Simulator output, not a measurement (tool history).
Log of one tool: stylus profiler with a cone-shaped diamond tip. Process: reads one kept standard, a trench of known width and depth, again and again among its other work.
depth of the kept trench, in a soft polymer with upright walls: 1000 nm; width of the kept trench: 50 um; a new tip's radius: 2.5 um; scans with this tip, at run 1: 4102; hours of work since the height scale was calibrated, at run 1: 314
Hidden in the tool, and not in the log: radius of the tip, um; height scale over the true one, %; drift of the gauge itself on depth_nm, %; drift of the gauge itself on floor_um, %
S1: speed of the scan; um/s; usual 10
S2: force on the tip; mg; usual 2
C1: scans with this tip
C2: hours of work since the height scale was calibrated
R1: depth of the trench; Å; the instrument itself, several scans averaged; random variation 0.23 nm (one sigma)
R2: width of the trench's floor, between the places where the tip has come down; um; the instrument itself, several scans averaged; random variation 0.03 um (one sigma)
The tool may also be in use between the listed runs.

run	hour	S1	S2	C1	C2	R1	R2
1	0	10	2	4102	314	10083.4	45.61
2	9.9	10	2	4198	321	10086.3	45.53
3	26.5	10	2	4358	333	10085.5	45.58
4	38.1	10	4.07	4469	342	10129	45.57
5	50.4	10	4.07	4588	351	10133.6	45.55
6	69.1	10	4.07	4769	365	10135.4	45.49
7	86.3	10	4.07	4934	377	10134.8	45.51
8	96.1	10	4.07	5029	385	10131.3	45.46
9	114.3	10	4.07	5205	398	10134	45.43
10	130.9	10	2	5364	410	10084.6	45.48
11	146	10	2	5510	421	10088.1	45.46
12	161.6	10	2	5661	433	10088.4	45.4
13	180.3	10	2.56	5841	447	10101.6	45.47
14	192	10	2.56	5954	455	10098.4	45.4
15	209.6	10	2.44	6124	468	10098	45.37
16	226.6	11	1.45	6288	481	10073.3	45.31
17	236	11	1.45	6379	488	10076.1	45.32
18	246.2	20	1.97	6477	495	10089	45.27
# hour 248.2: height scale calibrated on a step standard
19	255.1	20	1.97	6558	5	10098	45.25
20	265.1	20	1.97	6654	12	10097.5	45.27
21	276.9	3	5.5	6768	21	10175.3	45.39
22	292.2	33	4.21	6916	32	10145.8	45.22
23	301.9	5	5.78	7009	40	10177.8	45.35
24	314.1	14	2	7127	49	10096	45.28
# hour 331.9: height scale calibrated on a step standard, once more
25	332.9	14	2	7303	1	10079.2	45.2
26	345.3	14	2	7423	10	10083.2	45.2
27	358.9	7	2.11	7554	20	10090.1	45.27
28	376.1	6	4.64	7720	33	10141.6	45.22
29	389.1	6	4.64	7845	42	10144.4	45.24
30	398.7	8	1.19	7937	49	10062.4	45.22

Forecast each of these 3 alternatives for the next run:
A	407.5	12	1.19	8022	56	?	?
B	407.5	20	2	8022	56	?	?
C	407.5	31	1.95	8022	56	?	?

run	R1	R2
A	10057.3	45.16
B	10086.2	45.12
C	10083.4	45.13
Without the tool's hidden state the same runs would have given:
run	R1	R2
A	10051	45.9
B	10079.9	45.87
C	10077.1	45.88
